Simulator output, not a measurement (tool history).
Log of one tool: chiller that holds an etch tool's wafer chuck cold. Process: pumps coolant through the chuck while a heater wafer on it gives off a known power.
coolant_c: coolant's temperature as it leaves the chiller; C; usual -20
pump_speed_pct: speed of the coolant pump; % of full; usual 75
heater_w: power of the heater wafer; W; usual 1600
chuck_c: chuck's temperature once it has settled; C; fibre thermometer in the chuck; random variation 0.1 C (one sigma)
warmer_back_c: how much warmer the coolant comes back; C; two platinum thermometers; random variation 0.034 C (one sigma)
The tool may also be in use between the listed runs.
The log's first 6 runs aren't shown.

Run 7, hour 788.7: usual settings. Result: chuck_c -7.9 C, warmer_back_c 7.24 C.
Run 8, hour 936.2: usual settings. Result: chuck_c -8.1 C, warmer_back_c 7.18 C.
Run 9, hour 1020.1: usual settings. Result: chuck_c -8.2 C, warmer_back_c 7.16 C.
Run 10, hour 1130.8: usual settings. Result: chuck_c -7.9 C, warmer_back_c 7.17 C.
Run 11, hour 1311.0: usual settings. Result: chuck_c -8.0 C, warmer_back_c 7.09 C.
Run 12, hour 1452.2: usual settings. Result: chuck_c -8.0 C, warmer_back_c 7.12 C.
Run 13, hour 1563.4: usual settings. Result: chuck_c -8.0 C, warmer_back_c 7.09 C.
Run 14, hour 1655.9: usual settings. Result: chuck_c -8.0 C, warmer_back_c 7.08 C.
Run 15, hour 1734.4: usual settings. Result: chuck_c -8.0 C, warmer_back_c 7.08 C.
Run 16, hour 1838.1: usual settings. Result: chuck_c -8.1 C, warmer_back_c 7.05 C.
Run 17, hour 1987.8: usual settings but coolant_c -11 C. Result: chuck_c 1.1 C, warmer_back_c 7.01 C.
Run 18, hour 2098.5: usual settings but coolant_c -11 C. Result: chuck_c 1.0 C, warmer_back_c 7.02 C.

Run 19 comes next. What will it give?
Run 19, hour 2269.5: usual settings but coolant_c -11 C. Result: chuck_c ?, warmer_back_c ?.

{"run 19": {"chuck_c": 1.0, "warmer_back_c": 7.04}}
Without the tool's hidden state the same run would have given chuck_c 0.9 C, warmer_back_c 7.24 C.

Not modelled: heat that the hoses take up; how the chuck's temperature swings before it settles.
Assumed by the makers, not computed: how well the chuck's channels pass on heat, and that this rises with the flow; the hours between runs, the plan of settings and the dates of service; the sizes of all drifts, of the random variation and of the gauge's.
